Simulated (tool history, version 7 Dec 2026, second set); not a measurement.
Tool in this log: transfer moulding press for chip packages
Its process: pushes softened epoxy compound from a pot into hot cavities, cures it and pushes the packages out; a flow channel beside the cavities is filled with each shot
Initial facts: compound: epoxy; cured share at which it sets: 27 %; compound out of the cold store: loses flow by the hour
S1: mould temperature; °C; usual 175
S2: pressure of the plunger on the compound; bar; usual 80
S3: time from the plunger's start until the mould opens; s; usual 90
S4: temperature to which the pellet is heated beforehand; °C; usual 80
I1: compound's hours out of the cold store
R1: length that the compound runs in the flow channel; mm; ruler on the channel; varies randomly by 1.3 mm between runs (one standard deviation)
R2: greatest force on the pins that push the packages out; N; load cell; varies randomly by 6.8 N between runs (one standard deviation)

run    hour   S1    S2   S3  S4    I1   R1   R2
  1       0  175    80   90  80  40.8  623  349
  2    32.3  175    80   90  80  46.6  595  471
         53  -- cavities cleaned with cleaning compound and waxed
       61.5  -- mould's thermocouples calibrated
  3    84.1  175    80   90  80  16.3  737  624
      112.7  -- cavities cleaned with cleaning compound and waxed
  4   112.7  175    80   90  80  22.8  697  252
      132.6  -- plunger's sealing rings changed
        172  -- cavities cleaned with cleaning compound and waxed
  5     172  175    80   90  80  38.5  637  261
  6   217.2  175    80   90  80  32.1  663  498
      228.4  -- cavities cleaned with cleaning compound and waxed
  7   281.6  175    80   90  80  35.3  642  523
      288.6  -- cavities cleaned with cleaning compound and waxed
      324.6  -- plunger's sealing rings changed
      351.3  -- cavities cleaned with cleaning compound and waxed
  8   352.8  175    80   90  80  15.9  750  273
      357.4  -- cavities cleaned with cleaning compound and waxed, once more
  9   393.7  175    80   90  80     9  785  525
      418.3  -- cavities cleaned with cleaning compound and waxed
 10   435.3  175    80   90  80  41.5  615  388
 11   468.1  175    80   90  72  25.4  687  538
      477.1  -- cavities cleaned with cleaning compound and waxed
 12   506.5  175    80   90  72  34.5  639  468
      522.7  -- plunger's sealing rings changed
        538  -- cavities cleaned with cleaning compound and waxed
 13   558.9  175    80   82  80  37.8  638  497
      596.6  -- cavities cleaned with cleaning compound and waxed
 14   619.1  179  60.9  121  88  33.2  567  337
      657.4  -- cavities cleaned with cleaning compound and waxed
 15   661.3  178  66.1  121  72    29  605  234
      716.4  -- plunger's sealing rings changed
      717.9  -- cavities cleaned with cleaning compound and waxed
 16   718.4  173  75.8  107  81  36.2  634  218
 17   769.6  174  75.8  107  87  45.2  587  424
      777.2  -- cavities cleaned with cleaning compound and waxed
 18   823.6  174  75.8  107  87  24.4  676  434
        834  -- cavities cleaned with cleaning compound and waxed
      840.6  -- mould's thermocouples calibrated
 19   886.1  174  75.8  107  87  28.1  653  430
      892.3  -- cavities cleaned with cleaning compound and waxed
      915.2  -- plunger's sealing rings changed
 20   926.6  170  99.8   90  82  35.2  738  615
      952.8  -- cavities cleaned with cleaning compound and waxed
 21   962.5  175    80  103  80  31.7  669  315
     1011.1  -- cavities cleaned with cleaning compound and waxed
 22  1021.7  178  72.4  120  81  18.2  693  282
     1068.4  -- cavities cleaned with cleaning compound and waxed
 23  1070.1  173  66.3  112  83  27.1  622  222
     1107.5  -- plunger's sealing rings changed
 24  1122.8  173  66.3  112  83  31.1  614  430
     1127.4  -- cavities cleaned with cleaning compound and waxed
 25  1172.4  177  80.5  112  76  16.2  742  401
     1184.4  -- cavities cleaned with cleaning compound and waxed
 26    1228  177  80.5  112  76    23  702  396

4 ways to go on from here, each from the tool as it stands after run 26. What would each give?
     1240.6  -- cavities cleaned with cleaning compound and waxed
  A  1274.1  177  80.5  112  82   9.1   ?   ?
     1240.6  -- cavities cleaned with cleaning compound and waxed
  B  1274.1  174    80  111  80  35.7   ?   ?
     1240.6  -- cavities cleaned with cleaning compound and waxed
  C  1274.1  171  80.5   99  76  28.2   ?   ?
     1240.6  -- cavities cleaned with cleaning compound and waxed
  D  1274.1  177  64.2   90  80    41   ?   ?

run   R1   R2
  A  773  361
  B  637  401
  C  679  493
  D  544  413
Without the tool's hidden state the same runs would have given:
run   R1   R2
  A  793  193
  B  654  221
  C  697  269
  D  559  221
